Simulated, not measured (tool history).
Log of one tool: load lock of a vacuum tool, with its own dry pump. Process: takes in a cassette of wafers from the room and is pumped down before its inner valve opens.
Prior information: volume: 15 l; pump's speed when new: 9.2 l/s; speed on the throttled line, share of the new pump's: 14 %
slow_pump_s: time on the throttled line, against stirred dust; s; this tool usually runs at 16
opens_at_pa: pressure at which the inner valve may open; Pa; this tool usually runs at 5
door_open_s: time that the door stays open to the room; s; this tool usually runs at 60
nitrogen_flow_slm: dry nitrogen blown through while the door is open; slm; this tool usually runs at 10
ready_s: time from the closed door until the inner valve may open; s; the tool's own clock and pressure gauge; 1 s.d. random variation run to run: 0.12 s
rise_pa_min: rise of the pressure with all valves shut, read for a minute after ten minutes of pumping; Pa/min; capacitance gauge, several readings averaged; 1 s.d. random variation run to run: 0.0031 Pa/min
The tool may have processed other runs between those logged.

| run | day | slow_pump_s | opens_at_pa | door_open_s | nitrogen_flow_slm | incoming humidity of the room's air, % | ready_s | rise_pa_min |
|---|---|---|---|---|---|---|---|---|
| 1 | 0.000 | 16 | 5 | 60 | 10 | 46.9 | 31.6 | 0.690 |
| 2 | 21.971 | 16 | 5 | 60 | 10 | 46.2 | 31.6 | 0.713 |
| 3 | 35.350 | 23 | 5 | 60 | 10 | 44.4 | 37.6 | 0.717 |
| 4 | 56.008 | 16 | 5 | 60 | 10 | 41.2 | 31.7 | 0.773 |
| 5 | 74.638 | 16 | 5 | 60 | 10 | 45.3 | 31.7 | 0.780 |
| 6 | 86.958 | 16 | 5 | 60 | 10 | 44.8 | 32.2 | 0.799 |
| 7 | 100.408 | 16 | 5 | 60 | 10 | 43.3 | 32.2 | 0.847 |
| 8 | 111.912 | 16 | 5 | 60 | 10 | 44.6 | 32.3 | 0.856 |
| 9 | 127.154 | 16 | 5 | 60 | 10 | 42.1 | 32.4 | 0.882 |
|  | 129.600 | door's seal changed, seat wiped |
| 10 | 142.062 | 16 | 5 | 60 | 10 | 42.7 | 32.6 | 0.067 |
| 11 | 165.325 | 16 | 5 | 60 | 10 | 46.1 | 32.8 | 0.085 |
| 12 | 189.275 | 16 | 5 | 60 | 10 | 46.7 | 32.7 | 0.092 |
| 13 | 205.362 | 16 | 5 | 60 | 10 | 44.7 | 33.0 | 0.098 |
| 14 | 230.400 | 16 | 5 | 60 | 10 | 47.3 | 33.1 | 0.116 |
| 15 | 248.796 | 16 | 5 | 60 | 24 | 46.6 | 33.2 | 0.108 |
|  | 260.967 | dry pump taken out, an overhauled one fitted |
| 16 | 270.125 | 16 | 5 | 60 | 24 | 43.9 | 30.5 | 0.119 |
| 17 | 294.112 | 16 | 5 | 60 | 24 | 41.4 | 30.9 | 0.131 |
| 18 | 308.296 | 22 | 5 | 60 | 10 | 46.4 | 35.8 | 0.162 |
| 19 | 333.517 | 12 | 5 | 216 | 37 | 50.4 | 27.7 | 0.193 |
| 20 | 352.904 | 12 | 8 | 216 | 28 | 44.2 | 26.8 | 0.216 |
| 21 | 364.625 | 12 | 8 | 216 | 5 | 43.8 | 26.8 | 0.266 |
| 22 | 389.992 | 12 | 4 | 45 | 12 | 45.2 | 28.3 | 0.212 |
| 23 | 414.012 | 28 | 4 | 60 | 5 | 42.7 | 42.0 | 0.242 |
| 24 | 436.321 | 31 | 4 | 51 | 5 | 44.3 | 44.9 | 0.268 |
| 25 | 459.912 | 31 | 4 | 51 | 5 | 45.0 | 44.9 | 0.287 |
| 26 | 485.438 | 31 | 4 | 51 | 5 | 41.6 | 44.8 | 0.313 |
| 27 | 503.196 | 32 | 5 | 39 | 10 | 48.7 | 45.5 | 0.331 |
| 28 | 513.967 | 16 | 7 | 60 | 21 | 45.8 | 31.2 | 0.342 |
| 29 | 530.933 | 10 | 6 | 38 | 23 | 46.7 | 26.9 | 0.351 |
| 30 | 554.142 | 16 | 5 | 79 | 7 | 45.8 | 32.3 | 0.418 |
| 31 | 572.138 | 16 | 4 | 155 | 8 | 41.1 | 32.8 | 0.453 |
| 32 | 585.938 | 16 | 4 | 62 | 8 | 46.2 | 33.0 | 0.448 |
| 33 | 600.212 | 16 | 4 | 62 | 8 | 48.1 | 33.3 | 0.461 |
| 34 | 623.379 | 11 | 8 | 187 | 10 | 46.1 | 27.7 | 0.539 |

4 ways to go on from here, each from the tool as it stands after run 34. What would each give?
| A | 636.404 | 9 | 8 | 187 | 10 | 43.1 | ? | ? |
| B | 636.404 | 10 | 5 | 60 | 27 | 42.7 | ? | ? |
| C | 636.404 | 8 | 8 | 73 | 11 | 45.2 | ? | ? |
| D | 636.404 | 16 | 8 | 60 | 10 | 44.9 | ? | ? |

| run | ready_s | rise_pa_min |
|---|---|---|
| A | 26.1 | 0.536 |
| B | 27.9 | 0.482 |
| C | 25.0 | 0.511 |
| D | 32.0 | 0.517 |
What these runs would have given with no unlogged condition in the tool:
| run | ready_s | rise_pa_min |
|---|---|---|
| A | 23.3 | 0.104 |
| B | 25.0 | 0.047 |
| C | 22.2 | 0.072 |
| D | 29.4 | 0.074 |
